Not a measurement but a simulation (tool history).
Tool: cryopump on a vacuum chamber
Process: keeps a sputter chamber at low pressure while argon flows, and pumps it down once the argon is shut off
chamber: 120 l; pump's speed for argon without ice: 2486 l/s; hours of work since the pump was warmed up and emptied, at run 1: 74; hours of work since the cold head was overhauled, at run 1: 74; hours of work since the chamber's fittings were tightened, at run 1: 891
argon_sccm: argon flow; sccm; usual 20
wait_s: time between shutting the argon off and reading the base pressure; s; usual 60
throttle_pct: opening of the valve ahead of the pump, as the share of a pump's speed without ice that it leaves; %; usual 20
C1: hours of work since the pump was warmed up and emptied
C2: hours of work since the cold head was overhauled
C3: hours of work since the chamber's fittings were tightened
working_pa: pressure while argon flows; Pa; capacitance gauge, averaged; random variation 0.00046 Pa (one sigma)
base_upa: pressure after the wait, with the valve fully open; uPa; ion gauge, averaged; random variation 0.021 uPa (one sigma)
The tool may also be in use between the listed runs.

Run 1, hour 0: usual settings; C1 74; C2 74; C3 891. Result: working_pa 0.0674 Pa, base_upa 0.67 uPa.
Run 2, hour 10.6: usual settings; C1 81; C2 81; C3 898. Result: working_pa 0.0683 Pa, base_upa 0.66 uPa.
Run 3, hour 20.6: usual settings; C1 87; C2 87; C3 905. Result: working_pa 0.0691 Pa, base_upa 0.67 uPa.
Run 4, hour 32: usual settings; C1 95; C2 95; C3 912. Result: working_pa 0.0687 Pa, base_upa 0.63 uPa.
Run 5, hour 47.2: usual settings but argon_sccm 13 sccm; C1 104; C2 104; C3 922. Result: working_pa 0.0447 Pa, base_upa 0.65 uPa.
Run 6, hour 62.6: usual settings but argon_sccm 13 sccm; C1 114; C2 114; C3 931. Result: working_pa 0.0453 Pa, base_upa 0.65 uPa.
Run 7, hour 82.3: usual settings; C1 127; C2 127; C3 944. Result: working_pa 0.0682 Pa, base_upa 0.7 uPa.
Run 8, hour 96.7: usual settings but throttle_pct 21 %; C1 136; C2 136; C3 953. Result: working_pa 0.0658 Pa, base_upa 0.7 uPa.
Run 9, hour 115.8: usual settings but argon_sccm 16 sccm, wait_s 243 s, throttle_pct 58 %; C1 148; C2 148; C3 965. Result: working_pa 0.0195 Pa, base_upa 0.49 uPa.
Run 10, hour 128.7: usual settings but argon_sccm 10 sccm, wait_s 52 s, throttle_pct 39 %; C1 156; C2 156; C3 974. Result: working_pa 0.018 Pa, base_upa 0.71 uPa.
Run 11, hour 148.2: usual settings but argon_sccm 12 sccm, wait_s 52 s, throttle_pct 49 %; C1 169; C2 169; C3 986. Result: working_pa 0.0165 Pa, base_upa 0.74 uPa.
Run 12, hour 167.4: usual settings but wait_s 54 s, throttle_pct 27 %; C1 181; C2 181; C3 998. Result: working_pa 0.0508 Pa, base_upa 0.72 uPa.
Run 13, hour 182.6: usual settings but argon_sccm 12 sccm, wait_s 283 s, throttle_pct 31 %; C1 191; C2 191; C3 1008. Result: working_pa 0.0269 Pa, base_upa 0.5 uPa.
Run 14, hour 197.7: usual settings but argon_sccm 18 sccm; C1 200; C2 200; C3 1018. Result: working_pa 0.0618 Pa, base_upa 0.69 uPa.

3 ways to go on from here, each from the tool as it stands after run 14. What would each give?
Run A, hour 217.8: usual settings but argon_sccm 17 sccm, wait_s 258 s; C1 213; C2 213; C3 1030. Result: working_pa ?, base_upa ?.
Run B, hour 217.8: usual settings but argon_sccm 17 sccm, wait_s 40 s; C1 213; C2 213; C3 1030. Result: working_pa ?, base_upa ?.
Run C, hour 217.8: usual settings but throttle_pct 32 %; C1 213; C2 213; C3 1030. Result: working_pa ?, base_upa ?.

run  working_pa  base_upa
  A      0.0586      0.55
  B      0.0589      0.84
  C      0.0436      0.69
Without the tool's hidden state the same runs would have given:
run  working_pa  base_upa
  A      0.0576      0.21
  B       0.058      0.51
  C      0.0424      0.36
